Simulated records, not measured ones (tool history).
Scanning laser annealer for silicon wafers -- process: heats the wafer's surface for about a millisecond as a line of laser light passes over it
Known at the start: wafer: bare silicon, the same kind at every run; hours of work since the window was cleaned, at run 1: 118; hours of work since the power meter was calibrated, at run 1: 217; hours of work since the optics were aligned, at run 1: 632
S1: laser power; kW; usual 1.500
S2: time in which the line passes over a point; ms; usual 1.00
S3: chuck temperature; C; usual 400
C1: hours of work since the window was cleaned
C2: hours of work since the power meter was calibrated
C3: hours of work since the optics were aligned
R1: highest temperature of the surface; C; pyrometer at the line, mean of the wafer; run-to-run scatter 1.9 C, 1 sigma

Run 1, day 0.000: usual settings; C1 118; C2 217; C3 632. Result: R1 1193 C.
Run 2, day 1.754: usual settings but S1 1.350 kW; C1 146; C2 244; C3 660. Result: R1 1101 C.
Run 3, day 2.842: usual settings; C1 163; C2 261; C3 677. Result: R1 1190 C.
Run 4, day 3.696: usual settings but S2 0.91 ms; C1 176; C2 275; C3 690. Result: R1 1157 C.
Run 5, day 4.425: usual settings but S2 0.91 ms; C1 188; C2 286; C3 701. Result: R1 1157 C.
At day 5.212: optics aligned, line set to its width.
Run 6, day 6.129: usual settings but S2 0.91 ms; C1 211; C2 310; C3 14. Result: R1 1177 C.

Estimate the outcome of run 7 from the log above:
Run 7, day 7.071: usual settings but S1 1.604 kW, S2 1.14 ms; C1 226; C2 324; C3 29. Result: R1 ?.

{"run 7": {"R1": 1325}}
On a tool with no hidden condition, and with the same random variation, this run would have come out at R1 1346 C.
